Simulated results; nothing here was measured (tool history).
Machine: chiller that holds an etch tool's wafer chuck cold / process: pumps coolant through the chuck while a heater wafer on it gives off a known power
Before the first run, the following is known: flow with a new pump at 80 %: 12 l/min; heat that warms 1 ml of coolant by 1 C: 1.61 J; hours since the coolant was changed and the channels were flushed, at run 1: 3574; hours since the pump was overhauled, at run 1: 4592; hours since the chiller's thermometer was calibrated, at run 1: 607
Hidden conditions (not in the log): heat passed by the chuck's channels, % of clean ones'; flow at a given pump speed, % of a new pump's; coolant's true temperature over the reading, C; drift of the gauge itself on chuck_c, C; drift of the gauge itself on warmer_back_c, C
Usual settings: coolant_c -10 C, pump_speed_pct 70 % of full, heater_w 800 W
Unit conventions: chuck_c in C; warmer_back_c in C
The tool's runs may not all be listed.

run	hour	coolant_c	pump_speed_pct	heater_w	hours since the coolant was changed and the channels were flushed	hours since the pump was overhauled	hours since the chiller's thermometer was calibrated	chuck_c	warmer_back_c
1	0.0	-10	70	800	3574	4592	607	-2.3	2.87
2	125.9	-10	70	590	3700	4717	733	-4.4	2.02
3	273.7	-10	70	800	3848	4865	881	-2.3	2.78
4	422.5	-10	70	766	3997	5014	1029	-2.7	2.66
5	522.7	-10	70	800	4097	5114	1130	-2.2	2.74
6	669.9	-10	97	800	4244	5261	1277	-3.8	1.91
7	759.7	-10	61	800	4334	5351	1367	-1.7	3.08
8	900.7	-10	95	800	4475	5492	1508	-3.7	1.93
9	990.6	-10	70	800	4565	5582	1598	-2.5	2.70
10	1123.1	-10	70	800	4697	5715	1730	-2.4	2.68
11	1253.7	-6	70	800	4828	5845	1861	1.7	2.59
12	1338.5	-6	70	800	4913	5930	1945	1.6	2.57
# hour 1353.4: gauge calibrated
13	1442.1	-2	80	800	5016	6034	2049	4.9	2.46
14	1539.2	-2	80	800	5114	6131	2146	5.0	2.46
15	1605.1	-2	80	800	5180	6197	2212	4.8	2.43
16	1757.6	-4	70	481	5332	6349	2365	0.6	1.65
17	1890.5	-3	70	800	5465	6482	2498	4.6	2.76
# hour 1976.6: chiller's thermometer calibrated
18	2027.1	-6	63	708	5600	6618	50	1.3	2.70
19	2167.5	-10	63	812	5741	6758	191	-1.6	3.01
20	2273.1	-10	63	812	5846	6864	296	-1.7	3.07
# hour 2336.1: coolant pump overhauled
21	2381.1	-16	67	812	5949	45	399	-8.0	2.85
22	2468.2	-16	67	812	6037	132	487	-8.0	2.73
23	2625.6	-15	70	800	6194	289	644	-7.4	2.63

3 ways to go on from here, each from the tool as it stands after run 23. What would each give?
A	2748.6	-15	70	507	6317	412	767	?	?
B	2748.6	-10	70	514	6317	412	767	?	?
C	2748.6	-4	70	800	6317	412	767	?	?

run	chuck_c	warmer_back_c
A	-10.2	1.57
B	-5.1	1.58
C	3.5	2.60
Take away the tool's hidden state, keep each run's random variation, and the runs would have read:
run	chuck_c	warmer_back_c
A	-10.2	1.83
B	-5.1	1.83
C	3.5	2.85
